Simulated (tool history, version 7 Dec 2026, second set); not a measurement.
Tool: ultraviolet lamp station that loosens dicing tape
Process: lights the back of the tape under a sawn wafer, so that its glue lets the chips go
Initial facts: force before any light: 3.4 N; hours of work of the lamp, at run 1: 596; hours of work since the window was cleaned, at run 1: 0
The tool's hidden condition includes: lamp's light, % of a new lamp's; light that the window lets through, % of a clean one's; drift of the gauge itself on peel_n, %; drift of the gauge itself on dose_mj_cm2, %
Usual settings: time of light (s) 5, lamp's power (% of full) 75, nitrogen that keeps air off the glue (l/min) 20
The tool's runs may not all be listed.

| run | hour | time of light (s) | lamp's power (% of full) | nitrogen that keeps air off the glue (l/min) | hours of work of the lamp | hours of work since the window was cleaned | force that peels the tape off (N) | light that reached the tape (mJ/cm²) |
|---|---|---|---|---|---|---|---|---|
| 1 | 0.0 | 5 | 75 | 20 | 596 | 0 | 0.454 | 451 |
| 2 | 40.0 | 5 | 75 | 20 | 619 | 23 | 0.418 | 444 |
| 3 | 65.1 | 5 | 75 | 20 | 634 | 38 | 0.433 | 440 |
| 4 | 104.3 | 5 | 75 | 20 | 656 | 60 | 0.450 | 446 |
| 5 | 155.6 | 5 | 75 | 20 | 686 | 90 | 0.424 | 448 |
| 6 | 207.2 | 10 | 75 | 20 | 716 | 120 | 0.206 | 893 |
| 7 | 239.1 | 5 | 70 | 20 | 734 | 138 | 0.476 | 418 |
| 8 | 285.2 | 5 | 70 | 20 | 761 | 165 | 0.462 | 418 |
| 9 | 338.2 | 5 | 75 | 27 | 791 | 195 | 0.400 | 445 |
| 10 | 394.0 | 5 | 75 | 27 | 824 | 227 | 0.373 | 442 |
| 11 | 419.4 | 5 | 75 | 19 | 838 | 242 | 0.435 | 444 |
|  | 425.3 | window cleaned of glue's vapour |
| 12 | 473.9 | 5 | 75 | 19 | 869 | 28 | 0.442 | 447 |
| 13 | 532.4 | 5 | 75 | 19 | 903 | 62 | 0.457 | 450 |
| 14 | 584.5 | 5 | 75 | 19 | 933 | 92 | 0.442 | 444 |
| 15 | 617.9 | 5 | 75 | 19 | 953 | 111 | 0.448 | 445 |
| 16 | 666.7 | 3 | 75 | 40 | 981 | 139 | 0.665 | 266 |
| 17 | 693.2 | 9 | 75 | 27 | 996 | 155 | 0.197 | 800 |
| 18 | 721.1 | 3 | 70 | 8 | 1012 | 171 | 1.370 | 248 |
| 19 | 746.0 | 3 | 70 | 8 | 1027 | 185 | 1.344 | 251 |
| 20 | 799.2 | 7 | 70 | 19 | 1057 | 216 | 0.304 | 587 |
| 21 | 823.8 | 5 | 75 | 20 | 1071 | 230 | 0.434 | 443 |

Expected results for the next run?
|  | 852.8 | window cleaned of glue's vapour |
| 22 | 876.0 | 3 | 75 | 6 | 1101 | 13 | ? | ? |

For run 22 the tool returned force that peels the tape off (N) 1.385, light that reached the tape (mJ/cm²) 270.
Minus the tool's unlogged condition, the same run would have read force that peels the tape off (N) 1.379, light that reached the tape (mJ/cm²) 272.

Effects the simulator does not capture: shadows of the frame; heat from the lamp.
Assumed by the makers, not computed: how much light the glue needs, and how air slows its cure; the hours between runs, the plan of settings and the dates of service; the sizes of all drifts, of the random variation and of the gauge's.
